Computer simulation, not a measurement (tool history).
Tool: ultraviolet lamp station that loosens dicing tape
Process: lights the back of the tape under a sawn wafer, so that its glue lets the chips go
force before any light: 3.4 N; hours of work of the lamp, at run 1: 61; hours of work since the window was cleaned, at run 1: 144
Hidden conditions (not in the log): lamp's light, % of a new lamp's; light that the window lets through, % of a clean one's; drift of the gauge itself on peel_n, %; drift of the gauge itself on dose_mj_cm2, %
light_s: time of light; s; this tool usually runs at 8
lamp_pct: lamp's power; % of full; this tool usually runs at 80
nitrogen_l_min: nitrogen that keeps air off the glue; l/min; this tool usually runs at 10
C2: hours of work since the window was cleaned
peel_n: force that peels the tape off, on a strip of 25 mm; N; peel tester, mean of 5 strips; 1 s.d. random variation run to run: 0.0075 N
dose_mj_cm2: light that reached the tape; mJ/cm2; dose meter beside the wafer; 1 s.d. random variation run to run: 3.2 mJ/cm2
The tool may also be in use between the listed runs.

Run 1, hour 0.0: usual settings; hours of work of the lamp 61; C2 144. Result: peel_n 0.377 N, dose_mj_cm2 438 mJ/cm2.
Run 2, hour 8.8: usual settings; hours of work of the lamp 65; C2 148. Result: peel_n 0.384 N, dose_mj_cm2 428 mJ/cm2.
Run 3, hour 18.6: usual settings but light_s 15 s; hours of work of the lamp 70; C2 152. Result: peel_n 0.119 N, dose_mj_cm2 804 mJ/cm2.
Run 4, hour 26.0: usual settings but light_s 15 s; hours of work of the lamp 73; C2 156. Result: peel_n 0.109 N, dose_mj_cm2 797 mJ/cm2.
Run 5, hour 31.8: usual settings but nitrogen_l_min 4 l/min; hours of work of the lamp 76; C2 158. Result: peel_n 0.599 N, dose_mj_cm2 428 mJ/cm2.
Run 6, hour 41.4: usual settings; hours of work of the lamp 80; C2 163. Result: peel_n 0.398 N, dose_mj_cm2 430 mJ/cm2.
Run 7, hour 46.5: usual settings; hours of work of the lamp 82; C2 165. Result: peel_n 0.376 N, dose_mj_cm2 421 mJ/cm2.
Run 8, hour 55.4: usual settings but lamp_pct 91 % of full; hours of work of the lamp 86; C2 169. Result: peel_n 0.302 N, dose_mj_cm2 480 mJ/cm2.
Run 9, hour 65.3: usual settings but lamp_pct 91 % of full; hours of work of the lamp 91; C2 173. Result: peel_n 0.309 N, dose_mj_cm2 471 mJ/cm2.
Run 10, hour 70.3: usual settings but lamp_pct 91 % of full; hours of work of the lamp 93; C2 176. Result: peel_n 0.315 N, dose_mj_cm2 472 mJ/cm2.
Run 11, hour 78.0: usual settings; hours of work of the lamp 96; C2 179. Result: peel_n 0.383 N, dose_mj_cm2 412 mJ/cm2.
Run 12, hour 87.9: usual settings; hours of work of the lamp 101; C2 184. Result: peel_n 0.399 N, dose_mj_cm2 414 mJ/cm2.
Run 13, hour 92.5: usual settings but light_s 7 s; hours of work of the lamp 103; C2 186. Result: peel_n 0.512 N, dose_mj_cm2 360 mJ/cm2.
Run 14, hour 102.5: usual settings but light_s 7 s; hours of work of the lamp 107; C2 190. Result: peel_n 0.510 N, dose_mj_cm2 360 mJ/cm2.
Run 15, hour 107.4: usual settings but light_s 7 s; hours of work of the lamp 109; C2 192. Result: peel_n 0.503 N, dose_mj_cm2 357 mJ/cm2.
Run 16, hour 115.8: usual settings; hours of work of the lamp 113; C2 196. Result: peel_n 0.392 N, dose_mj_cm2 410 mJ/cm2.
Run 17, hour 120.9: usual settings but light_s 6 s; hours of work of the lamp 116; C2 198. Result: peel_n 0.667 N, dose_mj_cm2 303 mJ/cm2.
Run 18, hour 128.4: usual settings but light_s 6 s; hours of work of the lamp 119; C2 202. Result: peel_n 0.664 N, dose_mj_cm2 304 mJ/cm2.
Run 19, hour 138.1: usual settings but light_s 4 s; hours of work of the lamp 123; C2 206. Result: peel_n 1.107 N, dose_mj_cm2 201 mJ/cm2.
Run 20, hour 145.4: usual settings but light_s 4 s; hours of work of the lamp 127; C2 209. Result: peel_n 1.143 N, dose_mj_cm2 200 mJ/cm2.
Run 21, hour 149.8: usual settings but light_s 4 s; hours of work of the lamp 128; C2 211. Result: peel_n 1.161 N, dose_mj_cm2 200 mJ/cm2.
Run 22, hour 158.7: usual settings; hours of work of the lamp 132; C2 215. Result: peel_n 0.419 N, dose_mj_cm2 402 mJ/cm2.
Run 23, hour 163.7: usual settings; hours of work of the lamp 135; C2 218. Result: peel_n 0.424 N, dose_mj_cm2 401 mJ/cm2.
Run 24, hour 169.3: usual settings; hours of work of the lamp 137; C2 220. Result: peel_n 0.430 N, dose_mj_cm2 401 mJ/cm2.
Run 25, hour 178.5: usual settings but light_s 11 s, lamp_pct 66 % of full; hours of work of the lamp 141; C2 224. Result: peel_n 0.343 N, dose_mj_cm2 445 mJ/cm2.
Run 26, hour 184.7: usual settings but light_s 11 s, lamp_pct 93 % of full, nitrogen_l_min 15 l/min; hours of work of the lamp 144; C2 227. Result: peel_n 0.148 N, dose_mj_cm2 629 mJ/cm2.
Run 27, hour 194.3: usual settings but light_s 9 s, lamp_pct 79 % of full, nitrogen_l_min 11 l/min; hours of work of the lamp 148; C2 231. Result: peel_n 0.350 N, dose_mj_cm2 434 mJ/cm2.
Run 28, hour 203.3: usual settings but light_s 7 s, lamp_pct 85 % of full, nitrogen_l_min 14 l/min; hours of work of the lamp 152; C2 235. Result: peel_n 0.448 N, dose_mj_cm2 368 mJ/cm2.
At hour 211.1: window cleaned of glue's vapour.
Run 29, hour 212.8: usual settings but light_s 7 s, lamp_pct 85 % of full, nitrogen_l_min 14 l/min; hours of work of the lamp 157; C2 1. Result: peel_n 0.323 N, dose_mj_cm2 437 mJ/cm2.
Run 30, hour 222.8: usual settings but nitrogen_l_min 11 l/min; hours of work of the lamp 161; C2 5. Result: peel_n 0.305 N, dose_mj_cm2 459 mJ/cm2.
Run 31, hour 231.2: usual settings but light_s 6 s, lamp_pct 90 % of full, nitrogen_l_min 7 l/min; hours of work of the lamp 165; C2 9. Result: peel_n 0.535 N, dose_mj_cm2 388 mJ/cm2.
Run 32, hour 239.5: usual settings but light_s 6 s, lamp_pct 90 % of full, nitrogen_l_min 6 l/min; hours of work of the lamp 168; C2 13. Result: peel_n 0.541 N, dose_mj_cm2 389 mJ/cm2.
Run 33, hour 245.6: usual settings but light_s 6 s, lamp_pct 90 % of full, nitrogen_l_min 6 l/min; hours of work of the lamp 171; C2 15. Result: peel_n 0.561 N, dose_mj_cm2 391 mJ/cm2.
Run 34, hour 253.2: usual settings but light_s 6 s, lamp_pct 90 % of full, nitrogen_l_min 6 l/min; hours of work of the lamp 175; C2 19. Result: peel_n 0.589 N, dose_mj_cm2 387 mJ/cm2.
Run 35, hour 262.0: usual settings but light_s 6 s, lamp_pct 90 % of full, nitrogen_l_min 6 l/min; hours of work of the lamp 179; C2 23. Result: peel_n 0.573 N, dose_mj_cm2 384 mJ/cm2.
Run 36, hour 272.4: usual settings but lamp_pct 91 % of full, nitrogen_l_min 5 l/min; hours of work of the lamp 183; C2 27. Result: peel_n 0.359 N, dose_mj_cm2 512 mJ/cm2.

Run 37 comes next. What will it give?
Run 37, hour 277.9: usual settings but lamp_pct 91 % of full, nitrogen_l_min 5 l/min; hours of work of the lamp 186; C2 30. Result: peel_n ?, dose_mj_cm2 ?.

peel_n: 0.371 N
dose_mj_cm2: 514 mJ/cm2
Had the tool carried no hidden state, the very same run would have given peel_n 0.309 N, dose_mj_cm2 564 mJ/cm2.
